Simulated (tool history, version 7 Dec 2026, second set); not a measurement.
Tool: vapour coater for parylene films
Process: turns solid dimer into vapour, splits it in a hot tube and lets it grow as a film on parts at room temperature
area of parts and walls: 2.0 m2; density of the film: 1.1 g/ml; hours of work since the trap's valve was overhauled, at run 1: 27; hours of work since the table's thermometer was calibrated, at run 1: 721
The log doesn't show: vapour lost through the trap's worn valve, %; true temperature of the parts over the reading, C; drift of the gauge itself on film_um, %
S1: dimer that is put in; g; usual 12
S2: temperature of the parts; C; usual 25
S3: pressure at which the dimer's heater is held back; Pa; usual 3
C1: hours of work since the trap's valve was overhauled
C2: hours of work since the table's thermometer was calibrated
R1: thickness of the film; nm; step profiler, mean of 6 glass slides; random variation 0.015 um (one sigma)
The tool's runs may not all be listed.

run 1 day=0 | S1=12 S2=25 S3=3 | C1=27 C2=721 | R1=4400
run 2 day=0.983 | S1=12 S2=25 S3=3 | C1=40 C2=734 | R1=4400
run 3 day=1.633 | S1=12 S2=25 S3=3 | C1=49 C2=743 | R1=4400
run 4 day=2.792 | S1=12 S2=25 S3=3 | C1=65 C2=758 | R1=4380
run 5 day=4.05 | S1=12 S2=25 S3=3.02 | C1=82 C2=775 | R1=4380
run 6 day=5.154 | S1=12 S2=25 S3=3.02 | C1=97 C2=790 | R1=4370
run 7 day=6.004 | S1=12 S2=25 S3=3 | C1=108 C2=802 | R1=4360
run 8 day=6.75 | S1=12 S2=25 S3=3 | C1=118 C2=812 | R1=4370
run 9 day=7.675 | S1=12 S2=25 S3=3 | C1=130 C2=824 | R1=4360
run 10 day=8.888 | S1=12 S2=25 S3=3 | C1=147 C2=840 | R1=4320
-- day=9.125 trap's valve overhauled
run 11 day=10.317 | S1=12 S2=25 S3=2.16 | C1=16 C2=857 | R1=4550
run 12 day=11.629 | S1=12 S2=20 S3=3 | C1=34 C2=875 | R1=5160
run 13 day=12.217 | S1=12 S2=20 S3=3 | C1=42 C2=883 | R1=5140
run 14 day=12.929 | S1=6 S2=29 S3=5.75 | C1=51 C2=892 | R1=1560
run 15 day=13.571 | S1=6 S2=29 S3=5.75 | C1=60 C2=901 | R1=1560
run 16 day=14.329 | S1=6 S2=23 S3=2.4 | C1=70 C2=911 | R1=2440
run 17 day=14.962 | S1=6 S2=25 S3=8.88 | C1=78 C2=920 | R1=1720
-- day=15.588 trap's valve overhauled, once more
run 18 day=15.771 | S1=6 S2=25 S3=8.88 | C1=2 C2=928 | R1=1780
run 19 day=16.771 | S1=6 S2=25 S3=8.88 | C1=16 C2=942 | R1=1770
run 20 day=17.575 | S1=6 S2=25 S3=8.88 | C1=27 C2=953 | R1=1770
run 21 day=18.358 | S1=12 S2=18 S3=3.96 | C1=37 C2=963 | R1=5290
run 22 day=19.083 | S1=16 S2=36 S3=4.66 | C1=47 C2=973 | R1=3260
run 23 day=20.354 | S1=13 S2=25 S3=2.05 | C1=64 C2=990 | R1=5130
run 24 day=21.121 | S1=13 S2=25 S3=2.05 | C1=74 C2=1000 | R1=5100
run 25 day=21.867 | S1=21 S2=26 S3=8.33 | C1=84 C2=1010 | R1=5960
run 26 day=23.083 | S1=21 S2=28 S3=9.02 | C1=101 C2=1027 | R1=5330

Hidden state at the last listed run before each entry between runs and at the first one after, where it differs:
Between runs 10 and 11: trap's valve overhauled (day 9.125)
  vapour lost through the trap's worn valve, %: 2.4 -> 3.3; true temperature of the parts over the reading, C: -0.4 -> -0.41
  measured less the result without the state, R1: -20 -> -70 nm
Between runs 17 and 18: trap's valve overhauled, once more (day 15.588)
  vapour lost through the trap's worn valve, %: 4.3 -> 0.4; true temperature of the parts over the reading, C: -0.44 -> -0.45
  measured less the result without the state, R1: -40 -> +30 nm
